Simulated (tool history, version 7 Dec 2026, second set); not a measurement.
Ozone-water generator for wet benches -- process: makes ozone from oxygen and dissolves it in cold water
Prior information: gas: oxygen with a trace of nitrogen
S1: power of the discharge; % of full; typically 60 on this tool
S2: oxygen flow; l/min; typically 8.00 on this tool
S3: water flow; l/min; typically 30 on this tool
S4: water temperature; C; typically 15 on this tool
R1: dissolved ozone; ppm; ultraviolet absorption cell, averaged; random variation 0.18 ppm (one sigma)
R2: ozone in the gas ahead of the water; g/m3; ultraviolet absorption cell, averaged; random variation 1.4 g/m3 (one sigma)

run 1 hour=0.0 | S1=60 S2=8.00 S3=30 S4=15 | R1=25.4 R2=254.6
run 2 hour=16.8 | S1=60 S2=8.00 S3=30 S4=15 | R1=24.8 R2=255.9
run 3 hour=45.4 | S1=60 S2=11.29 S3=30 S4=15 | R1=23.9 R2=204.6
run 4 hour=59.3 | S1=60 S2=11.29 S3=30 S4=15 | R1=23.9 R2=202.7
run 5 hour=82.3 | S1=60 S2=11.29 S3=30 S4=15 | R1=23.9 R2=203.9
run 6 hour=98.8 | S1=60 S2=11.29 S3=30 S4=15 | R1=23.7 R2=204.1
run 7 hour=131.5 | S1=60 S2=8.00 S3=30 S4=13 | R1=25.7 R2=253.2
run 8 hour=151.7 | S1=60 S2=8.00 S3=30 S4=13 | R1=25.6 R2=256.6
run 9 hour=179.5 | S1=60 S2=8.00 S3=30 S4=13 | R1=25.6 R2=253.8
run 10 hour=208.1 | S1=84 S2=8.00 S3=30 S4=15 | R1=30.5 R2=303.4
run 11 hour=230.1 | S1=86 S2=8.00 S3=30 S4=15 | R1=30.1 R2=306.3
run 12 hour=260.9 | S1=60 S2=8.00 S3=30 S4=15 | R1=24.7 R2=251.5
run 13 hour=277.5 | S1=60 S2=8.00 S3=30 S4=15 | R1=24.8 R2=254.4
run 14 hour=302.7 | S1=60 S2=8.00 S3=30 S4=15 | R1=25.1 R2=251.0
run 15 hour=321.0 | S1=60 S2=8.00 S3=30 S4=15 | R1=24.9 R2=251.4
run 16 hour=351.5 | S1=60 S2=8.00 S3=30 S4=15 | R1=24.8 R2=254.4
run 17 hour=381.3 | S1=60 S2=8.00 S3=30 S4=15 | R1=24.9 R2=252.7
run 18 hour=406.1 | S1=55 S2=12.72 S3=30 S4=9 | R1=24.7 R2=179.8
run 19 hour=434.9 | S1=55 S2=12.72 S3=20 S4=9 | R1=33.8 R2=179.9
run 20 hour=467.4 | S1=55 S2=12.72 S3=20 S4=9 | R1=33.4 R2=178.3
run 21 hour=488.2 | S1=55 S2=12.72 S3=20 S4=9 | R1=33.5 R2=178.1
run 22 hour=502.1 | S1=55 S2=12.72 S3=20 S4=9 | R1=33.4 R2=179.0
run 23 hour=531.6 | S1=55 S2=12.72 S3=20 S4=9 | R1=33.6 R2=177.5
run 24 hour=546.4 | S1=60 S2=10.37 S3=20 S4=15 | R1=33.0 R2=212.8
run 25 hour=562.1 | S1=75 S2=8.00 S3=22 S4=15 | R1=36.2 R2=285.6
run 26 hour=594.0 | S1=69 S2=8.00 S3=22 S4=11 | R1=36.7 R2=273.0
run 27 hour=625.4 | S1=45 S2=6.22 S3=22 S4=11 | R1=29.6 R2=253.3
run 28 hour=654.5 | S1=45 S2=6.22 S3=22 S4=11 | R1=30.3 R2=254.5
run 29 hour=676.6 | S1=60 S2=8.00 S3=30 S4=19 | R1=23.2 R2=253.4
run 30 hour=691.4 | S1=60 S2=9.50 S3=30 S4=8 | R1=27.1 R2=225.4
run 31 hour=711.5 | S1=60 S2=10.84 S3=30 S4=15 | R1=23.9 R2=209.9
run 32 hour=726.0 | S1=60 S2=8.00 S3=30 S4=13 | R1=25.7 R2=252.9
run 33 hour=753.4 | S1=60 S2=8.00 S3=30 S4=13 | R1=25.3 R2=251.4

Pick out some run-to-run changes in R1. Of each, how much would a tool without hidden state show as well, from the settings, what came in and chance, and how much is left for the hidden state and any gauge scatter not in both results compared?
Hidden conditions of the tool in this case: yield of the discharge, % of new electrodes'; contactor's efficiency, % of a clean one's; true water temperature over the reading, C; drift of the gauge itself on ozone_ppm, %; drift of the gauge itself on gas_g_m3, %.
Run 2 -> 3: S2 8.00 -> 11.29. R1 -0.9 ppm: hidden state +0.1, all else -1.0.
Run 18 -> 19: S3 30 -> 20. R1 +9.1 ppm: hidden state -0.2, all else +9.3.
Run 26 -> 27: S1 69 -> 45, S2 8.00 -> 6.22. R1 -7.1 ppm: hidden state +0.2, all else -7.3.
Run 28 -> 29: S1 45 -> 60, S2 6.22 -> 8.00, S3 22 -> 30, S4 11 -> 19. R1 -7.1 ppm: hidden state +0.1, all else -7.2.
